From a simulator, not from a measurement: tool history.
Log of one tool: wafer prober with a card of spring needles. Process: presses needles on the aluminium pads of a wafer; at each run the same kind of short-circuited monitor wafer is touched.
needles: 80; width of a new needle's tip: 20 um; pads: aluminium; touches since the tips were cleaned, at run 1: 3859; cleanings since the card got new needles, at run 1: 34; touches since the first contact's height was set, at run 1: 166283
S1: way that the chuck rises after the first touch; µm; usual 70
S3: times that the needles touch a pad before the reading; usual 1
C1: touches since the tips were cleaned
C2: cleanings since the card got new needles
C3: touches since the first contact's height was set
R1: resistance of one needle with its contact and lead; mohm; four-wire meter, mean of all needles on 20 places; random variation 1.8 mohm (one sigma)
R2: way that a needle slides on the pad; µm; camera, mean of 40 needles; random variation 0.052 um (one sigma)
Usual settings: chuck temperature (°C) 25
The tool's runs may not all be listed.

run 1 day=0 | S1=70 chuck_temperature_(°C)=25 S3=1 | C1=3859 C2=34 C3=166283 | R1=192 R2=13.33
-- day=0.092 tips cleaned on abrasive film
run 2 day=0.5 | S1=70 chuck_temperature_(°C)=25 S3=1 | C1=3617 C2=35 C3=170660 | R1=194 R2=13.43
-- day=0.621 tips cleaned on abrasive film
run 3 day=0.742 | S1=70 chuck_temperature_(°C)=25 S3=1 | C1=1064 C2=36 C3=172775 | R1=194 R2=13.38
-- day=1.158 tips cleaned on abrasive film
run 4 day=1.275 | S1=70 chuck_temperature_(°C)=25 S3=1 | C1=1030 C2=37 C3=177459 | R1=192 R2=13.22
run 5 day=1.612 | S1=70 chuck_temperature_(°C)=25 S3=1 | C1=4025 C2=37 C3=180454 | R1=197 R2=13.35
-- day=1.7 tips cleaned on abrasive film
run 6 day=2.008 | S1=70 chuck_temperature_(°C)=25 S3=1 | C1=2725 C2=38 C3=183899 | R1=197 R2=13.31
-- day=2.229 tips cleaned on abrasive film
run 7 day=2.408 | S1=70 chuck_temperature_(°C)=25 S3=1 | C1=1596 C2=39 C3=187412 | R1=195 R2=13.3
run 8 day=2.7 | S1=70 chuck_temperature_(°C)=25 S3=1 | C1=4167 C2=39 C3=189983 | R1=194 R2=13.31
-- day=2.742 tips cleaned on abrasive film
run 9 day=3.146 | S1=70 chuck_temperature_(°C)=45 S3=1 | C1=3574 C2=40 C3=193903 | R1=195 R2=13.4
-- day=3.262 tips cleaned on abrasive film
run 10 day=3.529 | S1=70 chuck_temperature_(°C)=25 S3=1 | C1=2347 C2=41 C3=197240 | R1=195 R2=13.32
-- day=3.8 tips cleaned on abrasive film
run 11 day=3.862 | S1=70 chuck_temperature_(°C)=25 S3=1 | C1=556 C2=42 C3=200158 | R1=190 R2=13.3
run 12 day=4.175 | S1=70 chuck_temperature_(°C)=25 S3=2 | C1=3321 C2=42 C3=202923 | R1=192 R2=13.25
-- day=4.333 tips cleaned on abrasive film
run 13 day=4.538 | S1=71 chuck_temperature_(°C)=25 S3=2 | C1=1823 C2=43 C3=206105 | R1=191 R2=13.45
-- day=4.846 tips cleaned on abrasive film
run 14 day=5.008 | S1=75 chuck_temperature_(°C)=25 S3=1 | C1=1419 C2=44 C3=210202 | R1=194 R2=14.19
-- day=5.179 height of the first contact set anew
-- day=5.404 tips cleaned on abrasive film
run 15 day=5.496 | S1=57 chuck_temperature_(°C)=96 S3=2 | C1=815 C2=45 C3=2755 | R1=214 R2=10.76
run 16 day=5.858 | S1=57 chuck_temperature_(°C)=96 S3=2 | C1=4018 C2=45 C3=5958 | R1=217 R2=10.77
-- day=5.912 tips cleaned on abrasive film
run 17 day=6.204 | S1=79 chuck_temperature_(°C)=98 S3=2 | C1=2590 C2=46 C3=8991 | R1=205 R2=14.75
-- day=6.429 tips cleaned on abrasive film
run 18 day=6.533 | S1=79 chuck_temperature_(°C)=98 S3=2 | C1=913 C2=47 C3=11868 | R1=208 R2=14.96
-- day=6.946 tips cleaned on abrasive film
run 19 day=7.033 | S1=70 chuck_temperature_(°C)=44 S3=2 | C1=799 C2=48 C3=16265 | R1=199 R2=13.14
-- day=7.467 tips cleaned on abrasive film
run 20 day=7.567 | S1=70 chuck_temperature_(°C)=44 S3=2 | C1=905 C2=49 C3=20954 | R1=200 R2=13.16
run 21 day=7.808 | S1=70 chuck_temperature_(°C)=44 S3=2 | C1=3042 C2=49 C3=23091 | R1=197 R2=13.21
-- day=7.996 tips cleaned on abrasive film
run 22 day=8.229 | S1=70 chuck_temperature_(°C)=69 S3=1 | C1=2044 C2=50 C3=26757 | R1=202 R2=13.18
-- day=8.517 tips cleaned on abrasive film
run 23 day=8.617 | S1=63 chuck_temperature_(°C)=69 S3=2 | C1=899 C2=51 C3=30151 | R1=201 R2=11.81
run 24 day=9.004 | S1=63 chuck_temperature_(°C)=69 S3=2 | C1=4332 C2=51 C3=33584 | R1=205 R2=11.85

The same runs without the tool's hidden state, with the same run-to-run variation:
The hidden state here: debris on the tips, nm; way that the needles fall short of the set height, um; tips' diameter, um; drift of the gauge itself on contact_mohm, %; drift of the gauge itself on scrub_um, %.
run=1 R2=13.34
run=2 R2=13.46
run=3 R2=13.41
run=4 R2=13.26
run=5 R2=13.4
run=6 R2=13.38
run=7 R2=13.37
run=8 R2=13.39
run=9 R2=13.5
run=10 R2=13.43
run=11 R2=13.42
run=12 R2=13.38
run=13 R2=13.59
run=14 R2=14.35
run=15 R2=10.88
run=16 R2=10.9
run=17 R2=14.94
run=18 R2=15.16
run=19 R2=13.34
run=20 R2=13.37
run=21 R2=13.42
run=22 R2=13.41
run=23 R2=12.02
run=24 R2=12.08
R1: within 1 mohm of the measured result in every run.

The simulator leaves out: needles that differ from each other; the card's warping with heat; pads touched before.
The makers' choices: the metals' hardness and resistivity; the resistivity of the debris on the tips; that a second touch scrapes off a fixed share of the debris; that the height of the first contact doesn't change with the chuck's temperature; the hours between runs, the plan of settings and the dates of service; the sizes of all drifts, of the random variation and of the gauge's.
